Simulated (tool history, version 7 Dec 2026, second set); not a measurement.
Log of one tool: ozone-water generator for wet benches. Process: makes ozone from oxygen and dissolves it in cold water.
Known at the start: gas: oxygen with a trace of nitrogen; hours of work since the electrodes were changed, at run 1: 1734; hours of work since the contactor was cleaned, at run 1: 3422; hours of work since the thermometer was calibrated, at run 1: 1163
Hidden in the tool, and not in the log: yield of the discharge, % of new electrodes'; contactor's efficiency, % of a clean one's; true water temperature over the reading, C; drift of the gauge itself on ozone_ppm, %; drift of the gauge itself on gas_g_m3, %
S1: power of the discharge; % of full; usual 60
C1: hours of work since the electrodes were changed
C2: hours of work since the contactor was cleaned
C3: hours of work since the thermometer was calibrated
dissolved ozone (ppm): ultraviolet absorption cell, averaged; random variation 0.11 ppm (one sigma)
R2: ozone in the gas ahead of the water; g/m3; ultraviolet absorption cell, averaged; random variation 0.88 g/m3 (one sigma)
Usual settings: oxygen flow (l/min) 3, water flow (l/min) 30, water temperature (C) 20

run 1 hour=0 | S1=60 oxygen_flow_(l/min)=3 water_flow_(l/min)=30 water_temperature_(C)=20 | C1=1734 C2=3422 C3=1163 | dissolved_ozone_(ppm)=6.1 R2=130
run 2 hour=56.5 | S1=60 oxygen_flow_(l/min)=3 water_flow_(l/min)=30 water_temperature_(C)=20 | C1=1770 C2=3458 C3=1199 | dissolved_ozone_(ppm)=6.2 R2=129.2
-- hour=85.8 contactor cleaned
run 3 hour=107.1 | S1=60 oxygen_flow_(l/min)=3 water_flow_(l/min)=30 water_temperature_(C)=20 | C1=1800 C2=14 C3=1229 | dissolved_ozone_(ppm)=7 R2=130.6
run 4 hour=174.9 | S1=60 oxygen_flow_(l/min)=3 water_flow_(l/min)=30 water_temperature_(C)=20 | C1=1844 C2=57 C3=1273 | dissolved_ozone_(ppm)=7 R2=128.2
run 5 hour=219.7 | S1=60 oxygen_flow_(l/min)=1.92 water_flow_(l/min)=30 water_temperature_(C)=20 | C1=1873 C2=86 C3=1302 | dissolved_ozone_(ppm)=5.7 R2=159
run 6 hour=267.7 | S1=60 oxygen_flow_(l/min)=1.92 water_flow_(l/min)=30 water_temperature_(C)=20 | C1=1903 C2=117 C3=1332 | dissolved_ozone_(ppm)=6.1 R2=158.1
run 7 hour=307.9 | S1=46 oxygen_flow_(l/min)=3 water_flow_(l/min)=30 water_temperature_(C)=20 | C1=1929 C2=143 C3=1358 | dissolved_ozone_(ppm)=6 R2=110
run 8 hour=350.1 | S1=60 oxygen_flow_(l/min)=3 water_flow_(l/min)=30 water_temperature_(C)=20 | C1=1956 C2=170 C3=1385 | dissolved_ozone_(ppm)=6.9 R2=127.4
run 9 hour=423.4 | S1=60 oxygen_flow_(l/min)=3 water_flow_(l/min)=30 water_temperature_(C)=20 | C1=2003 C2=217 C3=1433 | dissolved_ozone_(ppm)=6.9 R2=127.5
run 10 hour=474.6 | S1=60 oxygen_flow_(l/min)=3 water_flow_(l/min)=30 water_temperature_(C)=20 | C1=2036 C2=250 C3=1465 | dissolved_ozone_(ppm)=6.7 R2=127.8
run 11 hour=525.4 | S1=60 oxygen_flow_(l/min)=2.94 water_flow_(l/min)=30 water_temperature_(C)=20 | C1=2069 C2=283 C3=1498 | dissolved_ozone_(ppm)=6.7 R2=128.2
run 12 hour=590.6 | S1=60 oxygen_flow_(l/min)=2.94 water_flow_(l/min)=30 water_temperature_(C)=20 | C1=2111 C2=325 C3=1540 | dissolved_ozone_(ppm)=6.6 R2=126.6
run 13 hour=639 | S1=60 oxygen_flow_(l/min)=3 water_flow_(l/min)=30 water_temperature_(C)=17 | C1=2142 C2=356 C3=1571 | dissolved_ozone_(ppm)=7 R2=125.5
run 14 hour=708.8 | S1=60 oxygen_flow_(l/min)=3 water_flow_(l/min)=30 water_temperature_(C)=17 | C1=2187 C2=401 C3=1616 | dissolved_ozone_(ppm)=7 R2=126.2
run 15 hour=772.7 | S1=60 oxygen_flow_(l/min)=3 water_flow_(l/min)=30 water_temperature_(C)=17 | C1=2228 C2=442 C3=1657 | dissolved_ozone_(ppm)=6.8 R2=125.1
run 16 hour=828.1 | S1=60 oxygen_flow_(l/min)=3 water_flow_(l/min)=30 water_temperature_(C)=17 | C1=2264 C2=477 C3=1693 | dissolved_ozone_(ppm)=6.8 R2=126.3
run 17 hour=884.5 | S1=48 oxygen_flow_(l/min)=3 water_flow_(l/min)=30 water_temperature_(C)=20 | C1=2300 C2=514 C3=1729 | dissolved_ozone_(ppm)=6 R2=111
run 18 hour=958.2 | S1=64 oxygen_flow_(l/min)=2.74 water_flow_(l/min)=30 water_temperature_(C)=20 | C1=2347 C2=561 C3=1777 | dissolved_ozone_(ppm)=6.7 R2=134
run 19 hour=1009.8 | S1=64 oxygen_flow_(l/min)=2.74 water_flow_(l/min)=30 water_temperature_(C)=20 | C1=2381 C2=594 C3=1810 | dissolved_ozone_(ppm)=6.7 R2=134.9
run 20 hour=1040.2 | S1=77 oxygen_flow_(l/min)=3.28 water_flow_(l/min)=27 water_temperature_(C)=16 | C1=2400 C2=614 C3=1829 | dissolved_ozone_(ppm)=8.8 R2=133.8
run 21 hour=1081.8 | S1=60 oxygen_flow_(l/min)=1.93 water_flow_(l/min)=38 water_temperature_(C)=13 | C1=2427 C2=641 C3=1856 | dissolved_ozone_(ppm)=4.4 R2=152.1
run 22 hour=1149.4 | S1=48 oxygen_flow_(l/min)=2.58 water_flow_(l/min)=20 water_temperature_(C)=26 | C1=2470 C2=684 C3=1899 | dissolved_ozone_(ppm)=8.1 R2=117.1
run 23 hour=1209.1 | S1=65 oxygen_flow_(l/min)=1.62 water_flow_(l/min)=47 water_temperature_(C)=14 | C1=2509 C2=722 C3=1938 | dissolved_ozone_(ppm)=3 R2=170.1
run 24 hour=1271 | S1=49 oxygen_flow_(l/min)=4.31 water_flow_(l/min)=29 water_temperature_(C)=21 | C1=2549 C2=762 C3=1978 | dissolved_ozone_(ppm)=6.6 R2=93
run 25 hour=1319.5 | S1=49 oxygen_flow_(l/min)=4.31 water_flow_(l/min)=29 water_temperature_(C)=21 | C1=2580 C2=793 C3=2009 | dissolved_ozone_(ppm)=6.6 R2=92.8
run 26 hour=1382.6 | S1=40 oxygen_flow_(l/min)=1.63 water_flow_(l/min)=27 water_temperature_(C)=26 | C1=2620 C2=834 C3=2049 | dissolved_ozone_(ppm)=4.7 R2=133.9
run 27 hour=1444.7 | S1=83 oxygen_flow_(l/min)=3.34 water_flow_(l/min)=38 water_temperature_(C)=16 | C1=2660 C2=874 C3=2089 | dissolved_ozone_(ppm)=6.1 R2=135.4
run 28 hour=1498.3 | S1=85 oxygen_flow_(l/min)=1.83 water_flow_(l/min)=38 water_temperature_(C)=16 | C1=2695 C2=908 C3=2124 | dissolved_ozone_(ppm)=4.8 R2=180
run 29 hour=1535 | S1=66 oxygen_flow_(l/min)=3 water_flow_(l/min)=21 water_temperature_(C)=20 | C1=2718 C2=932 C3=2147 | dissolved_ozone_(ppm)=9.5 R2=126.3
run 30 hour=1597.7 | S1=68 oxygen_flow_(l/min)=3.64 water_flow_(l/min)=20 water_temperature_(C)=14 | C1=2759 C2=972 C3=2188 | dissolved_ozone_(ppm)=11.2 R2=118.3
run 31 hour=1642.2 | S1=70 oxygen_flow_(l/min)=1.71 water_flow_(l/min)=40 water_temperature_(C)=17 | C1=2787 C2=1001 C3=2216 | dissolved_ozone_(ppm)=4.1 R2=167.4
run 32 hour=1678.3 | S1=70 oxygen_flow_(l/min)=2.5 water_flow_(l/min)=40 water_temperature_(C)=23 | C1=2811 C2=1024 C3=2240 | dissolved_ozone_(ppm)=4.3 R2=139.7
run 33 hour=1713 | S1=70 oxygen_flow_(l/min)=3.15 water_flow_(l/min)=30 water_temperature_(C)=20 | C1=2833 C2=1046 C3=2262 | dissolved_ozone_(ppm)=6.8 R2=127.4

Hidden state or all else? Some run-to-run changes of dissolved ozone (ppm), split into what the settings, what came in and random variation would give without the hidden state, and what is left for the hidden state (with any gauge scatter that isn't in both results):
Run 20 -> 21: S1 77 -> 60, oxygen flow (l/min) 3.28 -> 1.93, water flow (l/min) 27 -> 38, water temperature (C) 16 -> 13. dissolved ozone (ppm) -4.4: hidden state +1.1, all else -5.5.
Run 22 -> 23: S1 48 -> 65, oxygen flow (l/min) 2.58 -> 1.62, water flow (l/min) 20 -> 47, water temperature (C) 26 -> 14. dissolved ozone (ppm) -5.1: hidden state +0.7, all else -5.8.
Run 28 -> 29: S1 85 -> 66, oxygen flow (l/min) 1.83 -> 3, water flow (l/min) 38 -> 21, water temperature (C) 16 -> 20. dissolved ozone (ppm) +4.7: hidden state -1, all else +5.7.
Run 30 -> 31: S1 68 -> 70, oxygen flow (l/min) 3.64 -> 1.71, water flow (l/min) 20 -> 40, water temperature (C) 14 -> 17. dissolved ozone (ppm) -7.1: hidden state +1.8, all else -8.9.
